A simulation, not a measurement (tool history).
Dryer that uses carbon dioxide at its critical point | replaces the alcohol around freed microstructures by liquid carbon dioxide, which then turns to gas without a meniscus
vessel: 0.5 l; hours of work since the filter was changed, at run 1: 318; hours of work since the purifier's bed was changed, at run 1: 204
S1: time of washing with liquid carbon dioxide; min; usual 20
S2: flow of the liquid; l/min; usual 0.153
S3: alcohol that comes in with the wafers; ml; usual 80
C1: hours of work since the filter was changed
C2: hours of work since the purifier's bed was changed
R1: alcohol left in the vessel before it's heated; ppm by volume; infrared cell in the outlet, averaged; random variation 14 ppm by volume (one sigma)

{"run": 1, "hour": 0.0, "S1": 20, "S2": 0.153, "S3": 80, "C1": 318, "C2": 204, "R1": 1130}
{"run": 2, "hour": 24.2, "S1": 20, "S2": 0.153, "S3": 80, "C1": 337, "C2": 223, "R1": 1198}
{"run": 3, "hour": 43.5, "S1": 20, "S2": 0.153, "S3": 80, "C1": 352, "C2": 238, "R1": 1216}
{"run": 4, "hour": 69.5, "S1": 20, "S2": 0.153, "S3": 37, "C1": 373, "C2": 259, "R1": 567}
{"run": 5, "hour": 90.8, "S1": 20, "S2": 0.153, "S3": 80, "C1": 390, "C2": 276, "R1": 1203}
{"run": 6, "hour": 117.5, "S1": 20, "S2": 0.153, "S3": 80, "C1": 411, "C2": 297, "R1": 1226}
{"run": 7, "hour": 141.0, "S1": 20, "S2": 0.153, "S3": 80, "C1": 430, "C2": 316, "R1": 1267}
{"run": 8, "hour": 159.5, "S1": 20, "S2": 0.153, "S3": 80, "C1": 444, "C2": 330, "R1": 1293}
{"run": 9, "hour": 170.5, "S1": 20, "S2": 0.153, "S3": 37, "C1": 453, "C2": 339, "R1": 613}
{"hour": 187.3, "done": "inlet filter changed"}
{"run": 10, "hour": 190.7, "S1": 20, "S2": 0.153, "S3": 37, "C1": 3, "C2": 354, "R1": 421}
{"run": 11, "hour": 206.3, "S1": 19, "S2": 0.153, "S3": 106, "C1": 15, "C2": 367, "R1": 1532}
{"run": 12, "hour": 217.3, "S1": 19, "S2": 0.153, "S3": 106, "C1": 24, "C2": 375, "R1": 1522}
{"run": 13, "hour": 232.0, "S1": 19, "S2": 0.153, "S3": 106, "C1": 35, "C2": 387, "R1": 1509}
{"run": 14, "hour": 255.3, "S1": 15, "S2": 0.143, "S3": 53, "C1": 54, "C2": 405, "R1": 2820}
{"run": 15, "hour": 271.2, "S1": 30, "S2": 0.243, "S3": 53, "C1": 67, "C2": 418, "R1": 35}
{"run": 16, "hour": 297.5, "S1": 17, "S2": 0.145, "S3": 80, "C1": 87, "C2": 439, "R1": 2520}
{"run": 17, "hour": 308.9, "S1": 20, "S2": 0.216, "S3": 30, "C1": 96, "C2": 448, "R1": 73}
{"run": 18, "hour": 335.2, "S1": 20, "S2": 0.216, "S3": 30, "C1": 117, "C2": 469, "R1": 82}

Measured less the same run without the tool's hidden state. The same run-to-run variation is in both; the gauge's scatter may not be:
The hidden state here: flow that reaches the vessel past the clogged filter, %; alcohol in the recycled carbon dioxide, ppm; drift of the gauge itself on alcohol_ppm, %.
run=1 R1=+305
run=2 R1=+337
run=3 R1=+353
run=4 R1=+177
run=5 R1=+377
run=6 R1=+395
run=7 R1=+424
run=8 R1=+442
run=9 R1=+225
run=10 R1=+30
run=11 R1=+54
run=12 R1=+63
run=13 R1=+76
run=14 R1=+124
run=15 R1=+31
run=16 R1=+177
run=17 R1=+36
run=18 R1=+40
